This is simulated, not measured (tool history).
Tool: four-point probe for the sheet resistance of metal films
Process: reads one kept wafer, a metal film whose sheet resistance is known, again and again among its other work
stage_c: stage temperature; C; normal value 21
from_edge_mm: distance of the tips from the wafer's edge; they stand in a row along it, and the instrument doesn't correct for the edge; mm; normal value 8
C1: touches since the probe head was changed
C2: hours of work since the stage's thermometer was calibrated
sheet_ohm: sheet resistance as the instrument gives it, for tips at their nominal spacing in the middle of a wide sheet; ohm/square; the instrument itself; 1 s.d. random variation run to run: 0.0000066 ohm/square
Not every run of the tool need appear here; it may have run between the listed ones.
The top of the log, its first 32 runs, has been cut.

{"run": 33, "hour": 2937.2, "stage_c": 30, "from_edge_mm": 8, "C1": 39120, "C2": 515, "sheet_ohm": 0.03304}
{"run": 34, "hour": 3040.9, "stage_c": 30, "from_edge_mm": 8, "C1": 42152, "C2": 595, "sheet_ohm": 0.033037}
{"run": 35, "hour": 3095.4, "stage_c": 26, "from_edge_mm": 56, "C1": 43744, "C2": 637, "sheet_ohm": 0.03301}
{"run": 36, "hour": 3167.1, "stage_c": 25, "from_edge_mm": 15, "C1": 45841, "C2": 692, "sheet_ohm": 0.033042}
{"run": 37, "hour": 3244.0, "stage_c": 35, "from_edge_mm": 41, "C1": 48088, "C2": 751, "sheet_ohm": 0.032876}
{"run": 38, "hour": 3362.9, "stage_c": 27, "from_edge_mm": 36, "C1": 51564, "C2": 843, "sheet_ohm": 0.032967}
{"run": 39, "hour": 3471.5, "stage_c": 21, "from_edge_mm": 12, "C1": 54740, "C2": 926, "sheet_ohm": 0.033078}
{"run": 40, "hour": 3568.2, "stage_c": 22, "from_edge_mm": 8, "C1": 57565, "C2": 1001, "sheet_ohm": 0.033085}
{"run": 41, "hour": 3678.6, "stage_c": 21, "from_edge_mm": 8, "C1": 60794, "C2": 1086, "sheet_ohm": 0.033084}
{"run": 42, "hour": 3742.2, "stage_c": 27, "from_edge_mm": 18, "C1": 62652, "C2": 1135, "sheet_ohm": 0.03293}
{"run": 43, "hour": 3862.2, "stage_c": 34, "from_edge_mm": 7, "C1": 66162, "C2": 1228, "sheet_ohm": 0.03291}
{"hour": 3873.1, "done": "stage's thermometer calibrated"}
{"run": 44, "hour": 3934.5, "stage_c": 30, "from_edge_mm": 8, "C1": 68261, "C2": 47, "sheet_ohm": 0.032973}
{"run": 45, "hour": 4000.6, "stage_c": 24, "from_edge_mm": 33, "C1": 70192, "C2": 98, "sheet_ohm": 0.032971}

What if the next run were any one of these 3? Each begins from the tool's condition after run 45:
{"run": "A", "hour": 4119.4, "stage_c": 28, "from_edge_mm": 30, "C1": 73666, "C2": 190, "sheet_ohm": "?"}
{"run": "B", "hour": 4119.4, "stage_c": 35, "from_edge_mm": 9, "C1": 73666, "C2": 190, "sheet_ohm": "?"}
{"run": "C", "hour": 4119.4, "stage_c": 31, "from_edge_mm": 3, "C1": 73666, "C2": 190, "sheet_ohm": "?"}

run=A sheet_ohm=0.032894
run=B sheet_ohm=0.032858
run=C sheet_ohm=0.033342
Without the tool's unlogged condition, the same runs would have read:
run=A sheet_ohm=0.032931
run=B sheet_ohm=0.032895
run=C sheet_ohm=0.033380
